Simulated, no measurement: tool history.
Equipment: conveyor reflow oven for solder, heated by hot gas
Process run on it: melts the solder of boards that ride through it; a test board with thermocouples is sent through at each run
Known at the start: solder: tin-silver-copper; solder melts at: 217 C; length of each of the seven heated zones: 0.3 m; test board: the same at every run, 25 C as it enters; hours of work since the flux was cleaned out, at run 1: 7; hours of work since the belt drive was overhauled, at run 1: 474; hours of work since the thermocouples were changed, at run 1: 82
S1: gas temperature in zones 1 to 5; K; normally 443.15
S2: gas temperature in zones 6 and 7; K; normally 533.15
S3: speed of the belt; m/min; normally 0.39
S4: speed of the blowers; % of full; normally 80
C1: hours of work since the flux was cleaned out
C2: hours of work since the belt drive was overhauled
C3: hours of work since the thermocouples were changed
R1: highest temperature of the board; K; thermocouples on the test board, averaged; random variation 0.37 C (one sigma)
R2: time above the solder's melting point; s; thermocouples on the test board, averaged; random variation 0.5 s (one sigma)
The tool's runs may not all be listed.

run   hour      S1      S2     S3  S4   C1   C2   C3      R1    R2
  1      0  443.15  533.15   0.39  80    7  474   82  519.05    62
  2     19  443.15  533.15   0.39  80   21  488   96  518.55    62
  3     49  443.15  533.15   0.39  80   43  510  118  519.15  61.1
  4   66.1  443.15  533.15   0.39  80   55  522  130  519.15  62.1
  5   81.5  443.15  533.15   0.39  80   66  534  142  519.15  60.6
  6    104  443.15  533.15   0.39  80   83  550  158  519.05  62.4
  7  132.5  443.15  533.15   0.39  80  103  571  179  518.75  62.3
  8  166.7  451.15  533.15   0.39  80  128  595  203  520.35  66.4
  9    198  451.15  533.15   0.39  80  151  618  226  519.75  67.2
 10  226.9  443.15  533.15   0.39  80  172  639  247  518.55  61.5
 11  251.2  443.15  533.15   0.39  80  189  657  265  518.25  62.2
     273.5  -- flux residue cleaned out of gas plates and filters
 12  278.9  443.15  533.15   0.39  80    4  673  281  519.25  62.2
 13    309  443.15  533.15   0.39  80   26  695  303  518.75  62.3
 14  332.7  457.15  537.15  0.338  51   43  712  320  523.85  83.5
 15  358.9  457.15  547.15  0.328  51   62  731  339  532.65  94.8
 16  379.8  453.15  523.15  0.368  80   77  747  355  512.65  65.5
 17  403.1  443.15  521.15  0.335  80   94  763  371  511.65  66.1
 18  423.6  443.15  521.15  0.335  80  109  778  386  511.45  66.7

Run 19 comes next. What will it give?
 19  452.9  449.15  521.15  0.404  53  130  800  408   ?   ?

R1: 502.95 K
R2: 39.6 s
Without the tool's hidden state the same run would have given R1 503.05 K, R2 39.7 s.
